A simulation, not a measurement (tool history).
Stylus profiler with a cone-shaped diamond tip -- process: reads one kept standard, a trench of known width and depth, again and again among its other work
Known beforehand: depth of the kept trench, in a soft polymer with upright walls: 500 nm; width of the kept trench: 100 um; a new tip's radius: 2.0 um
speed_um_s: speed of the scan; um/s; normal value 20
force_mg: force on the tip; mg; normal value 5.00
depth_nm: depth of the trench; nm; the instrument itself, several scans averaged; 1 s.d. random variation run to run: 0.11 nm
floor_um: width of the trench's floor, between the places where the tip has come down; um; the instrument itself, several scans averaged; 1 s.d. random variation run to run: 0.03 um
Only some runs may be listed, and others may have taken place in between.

run 1 hour=0.0 | speed_um_s=20 force_mg=5.00 | depth_nm=505.77 floor_um=97.29
run 2 hour=28.7 | speed_um_s=20 force_mg=5.00 | depth_nm=505.72 floor_um=97.29
run 3 hour=69.1 | speed_um_s=20 force_mg=5.00 | depth_nm=505.67 floor_um=97.30
run 4 hour=124.1 | speed_um_s=20 force_mg=5.00 | depth_nm=505.90 floor_um=97.36
run 5 hour=158.7 | speed_um_s=20 force_mg=5.00 | depth_nm=505.46 floor_um=97.25
run 6 hour=205.0 | speed_um_s=5 force_mg=5.00 | depth_nm=505.51 floor_um=97.31
run 7 hour=266.1 | speed_um_s=5 force_mg=5.00 | depth_nm=505.79 floor_um=97.29
run 8 hour=296.5 | speed_um_s=10 force_mg=5.00 | depth_nm=505.71 floor_um=97.33
run 9 hour=324.5 | speed_um_s=19 force_mg=11.65 | depth_nm=509.91 floor_um=97.31
run 10 hour=382.2 | speed_um_s=59 force_mg=11.42 | depth_nm=509.83 floor_um=97.30
run 11 hour=416.3 | speed_um_s=54 force_mg=5.22 | depth_nm=505.91 floor_um=97.17
run 12 hour=452.8 | speed_um_s=54 force_mg=5.22 | depth_nm=505.76 floor_um=97.24
run 13 hour=486.2 | speed_um_s=8 force_mg=5.22 | depth_nm=505.70 floor_um=97.31
run 14 hour=540.4 | speed_um_s=8 force_mg=11.85 | depth_nm=510.00 floor_um=97.28
run 15 hour=570.8 | speed_um_s=72 force_mg=5.00 | depth_nm=505.67 floor_um=97.21

Branching from run 15: 5 alternative next runs. What would each branch give?
run A hour=613.2 | speed_um_s=70 force_mg=11.49 | depth_nm=? floor_um=?
run B hour=613.2 | speed_um_s=58 force_mg=13.98 | depth_nm=? floor_um=?
run C hour=613.2 | speed_um_s=72 force_mg=3.91 | depth_nm=? floor_um=?
run D hour=613.2 | speed_um_s=56 force_mg=2.37 | depth_nm=? floor_um=?
run E hour=613.2 | speed_um_s=14 force_mg=10.44 | depth_nm=? floor_um=?

run=A depth_nm=509.75 floor_um=97.24
run=B depth_nm=511.15 floor_um=97.24
run=C depth_nm=504.95 floor_um=97.18
run=D depth_nm=503.43 floor_um=97.20
run=E depth_nm=509.26 floor_um=97.31
What these runs would have given with no unlogged condition in the tool:
run=A depth_nm=509.71 floor_um=97.25
run=B depth_nm=511.11 floor_um=97.26
run=C depth_nm=504.92 floor_um=97.19
run=D depth_nm=503.39 floor_um=97.21
run=E depth_nm=509.23 floor_um=97.32
